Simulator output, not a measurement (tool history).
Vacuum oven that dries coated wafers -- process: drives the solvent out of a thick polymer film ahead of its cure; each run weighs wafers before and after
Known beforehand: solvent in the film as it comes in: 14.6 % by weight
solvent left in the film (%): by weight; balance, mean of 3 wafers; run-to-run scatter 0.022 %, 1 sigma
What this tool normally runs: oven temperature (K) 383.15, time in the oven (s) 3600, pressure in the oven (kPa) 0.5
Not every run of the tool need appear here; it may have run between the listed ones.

run	hour	oven temperature (K)	time in the oven (s)	pressure in the oven (kPa)	solvent left in the film (%)
1	0	383.15	3600	0.5	1.03
2	9.1	383.15	5940	0.5	0.32
3	15.5	397.15	3600	0.5	0.34
4	28	397.15	3600	0.5	0.31
5	38.6	397.15	3600	0.5	0.33
6	50.6	384.15	3600	0.5	0.99
7	62.4	384.15	3600	0.584	0.99
8	75.7	390.15	3600	0.5	0.58
9	86	390.15	3600	0.5	0.57
10	99.1	390.15	3600	0.5	0.61
11	109.1	390.15	3600	0.5	0.57
12	116.8	383.15	3600	0.5	1.1
# hour 119.2: vacuum gauge cleaned of residue and calibrated
13	127.6	383.15	3600	0.5	1.06
14	135.3	383.15	2760	0.312	1.75
15	143.9	383.15	3660	0.48	1.02
16	149.6	383.15	2040	0.48	2.91
# hour 152.1: vacuum gauge cleaned of residue and calibrated, once more
17	158.6	374.15	2760	0.346	2.93
18	170.9	374.15	2760	0.346	2.91
19	178.7	388.15	4080	0.49	0.48
20	190.1	388.15	4080	0.49	0.45
21	197	397.15	2940	1.716	0.7
22	205.3	397.15	5460	1.716	0.31
23	212.9	397.15	5460	1.716	0.34
24	224.7	382.15	3600	1.548	1.39
25	235.9	394.15	6420	1.243	0.21
26	243.2	383.15	3600	1.226	1.25

Consider 4 possible next runs. They are alternatives, not a sequence: every one starts from the tool as it was left by run 26. What does each give?
A	253.7	371.15	3600	1.226	?
B	253.7	391.15	3600	0.706	?
C	253.7	384.15	2580	1.204	?
D	253.7	388.15	3600	0.5	?

run	solvent left in the film (%)
A	2.64
B	0.57
C	2.02
D	0.64
Had the tool no hidden state, the same runs would have come out as:
run	solvent left in the film (%)
A	2.94
B	0.67
C	2.27
D	0.76
